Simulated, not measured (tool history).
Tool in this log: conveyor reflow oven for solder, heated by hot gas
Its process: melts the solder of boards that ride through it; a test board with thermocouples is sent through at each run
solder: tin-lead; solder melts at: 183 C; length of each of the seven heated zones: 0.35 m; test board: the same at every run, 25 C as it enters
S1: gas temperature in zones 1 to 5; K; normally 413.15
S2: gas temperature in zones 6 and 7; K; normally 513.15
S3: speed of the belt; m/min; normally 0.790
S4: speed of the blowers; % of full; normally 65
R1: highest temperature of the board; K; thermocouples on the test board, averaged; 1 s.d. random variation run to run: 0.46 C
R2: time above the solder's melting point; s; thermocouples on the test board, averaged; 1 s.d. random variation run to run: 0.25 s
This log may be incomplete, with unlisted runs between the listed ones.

run	hour	S1	S2	S3	S4	R1	R2
1	0.0	413.15	513.15	0.790	65	493.95	42.8
2	22.7	413.15	513.15	0.790	65	494.55	42.4
3	37.7	413.15	513.15	0.790	65	494.15	42.7
4	58.0	413.15	513.15	0.748	65	495.95	46.3
5	71.8	413.15	513.15	0.748	65	495.35	46.1
6	86.6	413.15	513.15	0.748	65	495.35	45.9
7	101.7	413.15	513.15	0.748	65	496.25	45.9
8	125.5	413.15	513.15	0.790	65	493.55	42.6
9	151.9	413.15	513.15	0.761	65	495.65	44.6
10	165.2	413.15	513.15	0.798	65	493.25	41.9
11	194.9	413.15	513.15	0.798	65	492.85	41.6
12	211.5	413.15	509.15	0.790	65	489.75	40.2
13	232.6	413.15	509.15	0.790	65	490.25	39.9
14	262.2	413.15	509.15	0.790	65	490.05	40.3
15	279.8	406.15	506.15	0.790	65	485.55	35.4
16	294.6	406.15	506.15	0.790	65	484.05	35.9
# hour 304.9: flux residue cleaned out of gas plates and filters
17	321.2	406.15	506.15	0.790	65	489.85	38.7
18	336.2	425.15	518.15	0.782	53	498.15	48.5
19	362.7	425.15	518.15	0.782	53	500.45	48.3
20	381.7	422.15	513.15	0.790	78	501.45	48.7
21	402.8	422.15	507.15	0.855	78	493.75	42.1
22	419.1	399.15	517.15	0.855	85	500.35	39.7
23	444.7	413.15	513.15	0.686	65	500.95	52.9
24	464.0	413.15	513.15	0.686	65	499.95	52.8
25	477.0	413.15	523.15	0.686	82	513.95	58.0
26	491.8	402.15	527.15	0.743	80	514.05	50.9
27	521.8	413.15	513.15	0.638	65	501.65	57.9

Measured minus without-hidden-state, run by run (identical run-to-run variation in each term; gauge scatter may differ):
Hidden state present: heat that the gas passes to the board, % of a clean oven's; belt's true speed, % of the reading; true gas temperature in zones 6 and 7 over the reading, C; drift of the gauge itself on peak_c, C; drift of the gauge itself on liquid_s, %.
run	R1	R2
1	-2.60	-1.1
2	-2.70	-1.1
3	-2.80	-1.1
4	-2.70	-1.1
5	-2.80	-1.1
6	-2.80	-1.1
7	-2.90	-1.1
8	-3.30	-1.3
9	-3.30	-1.4
10	-3.50	-1.5
11	-3.70	-1.6
12	-3.60	-1.8
13	-3.70	-1.9
14	-3.90	-2.0
15	-4.20	-2.6
16	-4.20	-2.7
17	-0.40	+0.3
18	-0.30	+0.5
19	-0.50	+0.4
20	-0.80	+0.3
21	-0.90	+0.2
22	-1.20	+0.1
23	-1.00	+0.3
24	-1.10	+0.2
25	-1.30	+0.4
26	-1.50	+0.3
27	-1.30	+0.3
